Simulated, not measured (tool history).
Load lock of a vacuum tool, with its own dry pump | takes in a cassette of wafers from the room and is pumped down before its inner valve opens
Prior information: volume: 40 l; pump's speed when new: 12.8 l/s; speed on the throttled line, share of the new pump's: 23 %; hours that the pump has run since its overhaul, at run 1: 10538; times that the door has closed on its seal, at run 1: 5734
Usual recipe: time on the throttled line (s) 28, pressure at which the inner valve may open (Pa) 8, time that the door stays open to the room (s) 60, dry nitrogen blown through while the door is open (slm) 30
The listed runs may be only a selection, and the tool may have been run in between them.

| run | day | time on the throttled line (s) | pressure at which the inner valve may open (Pa) | time that the door stays open to the room (s) | dry nitrogen blown through while the door is open (slm) | hours that the pump has run since its overhaul | times that the door has closed on its seal | incoming humidity of the room's air, % | time from the closed door until the inner valve may open (s) | rise of the pressure with all valves shut (Pa/min) |
|---|---|---|---|---|---|---|---|---|---|---|
| 1 | 0.000 | 28 | 8 | 60 | 30 | 10538 | 5734 | 44.8 | 51.3 | 0.026 |
| 2 | 3.450 | 28 | 8 | 80 | 30 | 10621 | 5883 | 46.1 | 51.8 | 0.027 |
| 3 | 7.862 | 28 | 15 | 60 | 30 | 10727 | 6073 | 49.1 | 49.5 | 0.028 |
| 4 | 11.675 | 28 | 15 | 60 | 30 | 10819 | 6237 | 44.7 | 49.1 | 0.024 |
| 5 | 14.283 | 28 | 8 | 60 | 7 | 10881 | 6350 | 44.2 | 51.0 | 0.034 |
| 6 | 19.712 | 19 | 8 | 60 | 7 | 11012 | 6584 | 44.5 | 44.0 | 0.034 |
| 7 | 24.162 | 19 | 8 | 60 | 7 | 11118 | 6775 | 43.3 | 43.9 | 0.040 |
| 8 | 26.625 | 28 | 8 | 38 | 30 | 11178 | 6882 | 44.2 | 51.1 | 0.024 |
| 9 | 29.971 | 28 | 8 | 38 | 30 | 11258 | 7026 | 43.5 | 51.3 | 0.014 |
| 10 | 34.604 | 28 | 8 | 38 | 30 | 11369 | 7225 | 45.4 | 51.4 | 0.024 |
| 11 | 40.558 | 28 | 8 | 38 | 30 | 11512 | 7482 | 42.5 | 51.3 | 0.021 |
| 12 | 44.471 | 28 | 8 | 38 | 30 | 11606 | 7651 | 45.2 | 51.3 | 0.019 |
| 13 | 48.662 | 28 | 8 | 38 | 30 | 11706 | 7831 | 45.4 | 51.5 | 0.019 |
| 14 | 52.033 | 37 | 8 | 38 | 30 | 11787 | 7977 | 49.1 | 57.9 | 0.027 |
| 15 | 57.075 | 48 | 8 | 38 | 30 | 11908 | 8194 | 46.5 | 67.0 | 0.027 |
| 16 | 60.879 | 48 | 8 | 38 | 30 | 12000 | 8358 | 46.4 | 67.3 | 0.018 |
|  | 61.892 | dry pump taken out, an overhauled one fitted |
| 17 | 64.733 | 28 | 8 | 60 | 30 | 68 | 8513 | 39.7 | 51.1 | 0.022 |
| 18 | 68.775 | 28 | 8 | 60 | 43 | 165 | 8687 | 47.8 | 51.1 | 0.022 |
| 19 | 71.617 | 28 | 8 | 60 | 30 | 233 | 8810 | 42.3 | 51.1 | 0.021 |
| 20 | 74.838 | 28 | 8 | 60 | 30 | 311 | 8948 | 48.8 | 51.2 | 0.023 |
| 21 | 77.904 | 28 | 11 | 60 | 8 | 384 | 9081 | 44.2 | 50.4 | 0.040 |
| 22 | 82.033 | 28 | 15 | 60 | 16 | 483 | 9259 | 44.7 | 49.3 | 0.033 |
| 23 | 86.362 | 28 | 15 | 60 | 16 | 587 | 9445 | 44.1 | 49.7 | 0.031 |
| 24 | 90.821 | 21 | 15 | 41 | 22 | 694 | 9637 | 45.1 | 44.1 | 0.024 |
| 25 | 95.192 | 21 | 15 | 41 | 22 | 799 | 9826 | 46.0 | 43.9 | 0.026 |
| 26 | 98.812 | 21 | 15 | 41 | 22 | 886 | 9982 | 43.9 | 43.7 | 0.023 |
| 27 | 103.962 | 21 | 15 | 41 | 22 | 1010 | 10204 | 44.5 | 44.2 | 0.022 |
| 28 | 108.833 | 24 | 7 | 26 | 9 | 1127 | 10414 | 50.8 | 48.5 | 0.028 |
| 29 | 112.254 | 47 | 7 | 35 | 9 | 1209 | 10561 | 44.0 | 66.9 | 0.026 |
| 30 | 117.771 | 28 | 11 | 54 | 12 | 1341 | 10799 | 46.6 | 50.4 | 0.036 |
| 31 | 121.475 | 28 | 11 | 34 | 12 | 1430 | 10958 | 43.3 | 50.0 | 0.024 |
| 32 | 125.892 | 28 | 11 | 34 | 12 | 1536 | 11149 | 42.9 | 50.4 | 0.031 |
| 33 | 130.333 | 55 | 11 | 61 | 12 | 1643 | 11340 | 42.4 | 71.6 | 0.030 |
| 34 | 135.162 | 38 | 9 | 42 | 12 | 1758 | 11548 | 45.9 | 58.7 | 0.026 |
| 35 | 139.792 | 38 | 9 | 42 | 12 | 1870 | 11748 | 43.8 | 58.9 | 0.035 |
| 36 | 142.229 | 52 | 11 | 48 | 9 | 1928 | 11853 | 43.1 | 68.9 | 0.032 |
| 37 | 146.054 | 52 | 11 | 48 | 9 | 2020 | 12018 | 47.0 | 68.5 | 0.035 |
| 38 | 151.750 | 52 | 11 | 48 | 9 | 2157 | 12263 | 40.4 | 69.0 | 0.034 |

Here are 3 independent what-if runs from the current tool condition. What would each one return?
| A | 154.192 | 52 | 11 | 30 | 9 | 2215 | 12368 | 43.7 | ? | ? |
| B | 154.192 | 50 | 8 | 60 | 15 | 2215 | 12368 | 44.7 | ? | ? |
| C | 154.192 | 28 | 8 | 60 | 30 | 2215 | 12368 | 40.8 | ? | ? |

| run | time from the closed door until the inner valve may open (s) | rise of the pressure with all valves shut (Pa/min) |
|---|---|---|
| A | 68.5 | 0.024 |
| B | 68.3 | 0.037 |
| C | 51.1 | 0.024 |
Stripped of hidden state, with their random variation kept, the same runs would have yielded:
| run | time from the closed door until the inner valve may open (s) | rise of the pressure with all valves shut (Pa/min) |
|---|---|---|
| A | 68.5 | 0.023 |
| B | 68.3 | 0.037 |
| C | 51.1 | 0.024 |

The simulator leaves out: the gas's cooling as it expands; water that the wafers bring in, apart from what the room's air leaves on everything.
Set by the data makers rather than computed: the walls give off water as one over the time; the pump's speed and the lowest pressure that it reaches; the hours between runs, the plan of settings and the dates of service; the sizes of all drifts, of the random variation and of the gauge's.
